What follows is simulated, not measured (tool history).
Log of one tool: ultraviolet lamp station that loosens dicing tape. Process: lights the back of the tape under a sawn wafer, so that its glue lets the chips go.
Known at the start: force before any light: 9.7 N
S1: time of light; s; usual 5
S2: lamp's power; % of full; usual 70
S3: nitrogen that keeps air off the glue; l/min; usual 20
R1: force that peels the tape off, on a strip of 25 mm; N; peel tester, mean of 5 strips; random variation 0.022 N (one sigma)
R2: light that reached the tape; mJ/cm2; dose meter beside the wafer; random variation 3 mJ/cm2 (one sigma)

run     day  S1  S2  S3     R1   R2
  1       0   5  70  20  1.383  404
  2   1.779   5  70  20  1.423  396
  3   3.471   5  70  20  1.459  391
  4   4.508   5  70  20  1.527  381
  5   6.425   5  70  20   1.51  374
  6   8.346   5  70  20  1.646  370
  7  10.358   5  70   7    3.3  360
     11.817  -- window cleaned of glue's vapour
  8  11.817   5  81  20  1.003  477
  9  13.254   5  81  20  1.009  465
 10  14.938   5  81  20    1.1  460
 11  16.629   3  70  20  3.101  230
 12  18.088   3  70  20  3.223  231
 13  19.233   4  70  34  1.621  303
 14  20.171   4  94  34  0.905  404
 15  21.542   4  94  34  0.928  401
 16  23.262   4  94  34  1.008  388
 17    25.1   5  70   9  2.884  351
 18  26.396   5  70   9  2.869  347
 19  28.346   6  82  20  0.953  485

The same runs without the tool's hidden state, with the same run-to-run variation:
The hidden state here: lamp's light, % of a new lamp's; light that the window lets through, % of a clean one's; drift of the gauge itself on peel_n, %; drift of the gauge itself on dose_mj_cm2, %.
run     R1   R2
  1  1.087  455
  2  1.083  454
  3  1.076  456
  4  1.107  450
  5  1.054  450
  6  1.111  453
  7  2.497  452
  8  0.785  532
  9  0.765  526
 10  0.805  529
 11  2.567  270
 12  2.622  274
 13  1.143  364
 14  0.568  490
 15  0.562  493
 16  0.587  487
 17  2.069  449
 18  2.023  449
 19   0.48  641
